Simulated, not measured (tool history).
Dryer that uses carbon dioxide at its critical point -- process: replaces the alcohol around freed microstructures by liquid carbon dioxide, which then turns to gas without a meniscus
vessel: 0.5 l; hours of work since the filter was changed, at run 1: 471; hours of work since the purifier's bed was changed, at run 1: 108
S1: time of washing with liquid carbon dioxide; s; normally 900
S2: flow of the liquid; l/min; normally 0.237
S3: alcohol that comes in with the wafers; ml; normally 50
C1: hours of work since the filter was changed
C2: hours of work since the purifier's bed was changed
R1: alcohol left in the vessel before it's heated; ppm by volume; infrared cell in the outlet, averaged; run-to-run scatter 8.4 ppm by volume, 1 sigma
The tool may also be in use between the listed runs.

run 1 hour=0 | S1=900 S2=0.237 S3=50 | C1=471 C2=108 | R1=1013
run 2 hour=11.3 | S1=900 S2=0.237 S3=50 | C1=477 C2=114 | R1=1021
run 3 hour=22.9 | S1=900 S2=0.237 S3=50 | C1=483 C2=120 | R1=1025
run 4 hour=32.7 | S1=660 S2=0.237 S3=50 | C1=489 C2=126 | R1=3506
run 5 hour=46.2 | S1=660 S2=0.237 S3=50 | C1=495 C2=133 | R1=3576
run 6 hour=56 | S1=660 S2=0.237 S3=50 | C1=501 C2=138 | R1=3621
run 7 hour=64.5 | S1=660 S2=0.237 S3=50 | C1=505 C2=142 | R1=3614
run 8 hour=76.1 | S1=900 S2=0.237 S3=50 | C1=511 C2=148 | R1=1089
run 9 hour=88.2 | S1=900 S2=0.237 S3=50 | C1=517 C2=154 | R1=1109
run 10 hour=96.6 | S1=900 S2=0.237 S3=50 | C1=522 C2=159 | R1=1075
run 11 hour=104.9 | S1=900 S2=0.237 S3=50 | C1=526 C2=163 | R1=1104
run 12 hour=119.9 | S1=900 S2=0.237 S3=50 | C1=534 C2=171 | R1=1129
run 13 hour=129.7 | S1=900 S2=0.285 S3=50 | C1=539 C2=176 | R1=458
run 14 hour=137.6 | S1=900 S2=0.237 S3=50 | C1=543 C2=180 | R1=1141
run 15 hour=151.9 | S1=900 S2=0.237 S3=50 | C1=550 C2=187 | R1=1169
run 16 hour=168.2 | S1=1380 S2=0.364 S3=42 | C1=559 C2=196 | R1=26
-- hour=174.9 inlet filter changed
run 17 hour=185.4 | S1=1320 S2=0.335 S3=38 | C1=5 C2=204 | R1=32
run 18 hour=200.1 | S1=1200 S2=0.218 S3=55 | C1=13 C2=212 | R1=177
run 19 hour=208.4 | S1=960 S2=0.339 S3=46 | C1=17 C2=216 | R1=46
run 20 hour=224.8 | S1=900 S2=0.176 S3=94 | C1=26 C2=225 | R1=3682
run 21 hour=232.3 | S1=840 S2=0.33 S3=31 | C1=30 C2=229 | R1=75
run 22 hour=246 | S1=1260 S2=0.172 S3=48 | C1=37 C2=236 | R1=470
run 23 hour=254.4 | S1=1260 S2=0.246 S3=50 | C1=41 C2=240 | R1=69
run 24 hour=271 | S1=660 S2=0.172 S3=50 | C1=50 C2=249 | R1=5894
run 25 hour=286.6 | S1=660 S2=0.399 S3=50 | C1=58 C2=257 | R1=153
run 26 hour=297.5 | S1=660 S2=0.399 S3=50 | C1=64 C2=263 | R1=161
run 27 hour=305.5 | S1=660 S2=0.155 S3=30 | C1=68 C2=267 | R1=4817
run 28 hour=320.7 | S1=900 S2=0.319 S3=50 | C1=76 C2=275 | R1=104
run 29 hour=329.5 | S1=900 S2=0.319 S3=54 | C1=80 C2=279 | R1=116

What if the next run were any one of these 4? Each begins from the tool's condition after run 29:
run A hour=338.2 | S1=720 S2=0.237 S3=22 | C1=85 C2=284 | R1=?
run B hour=338.2 | S1=1380 S2=0.336 S3=54 | C1=85 C2=284 | R1=?
run C hour=338.2 | S1=900 S2=0.154 S3=54 | C1=85 C2=284 | R1=?
run D hour=338.2 | S1=1020 S2=0.151 S3=92 | C1=85 C2=284 | R1=?

run=A R1=673
run=B R1=32
run=C R1=3667
run=D R1=4237
With no hidden state in the tool, these same runs would have given:
run=A R1=576
run=B R1=8
run=C R1=3304
run=D R1=3780
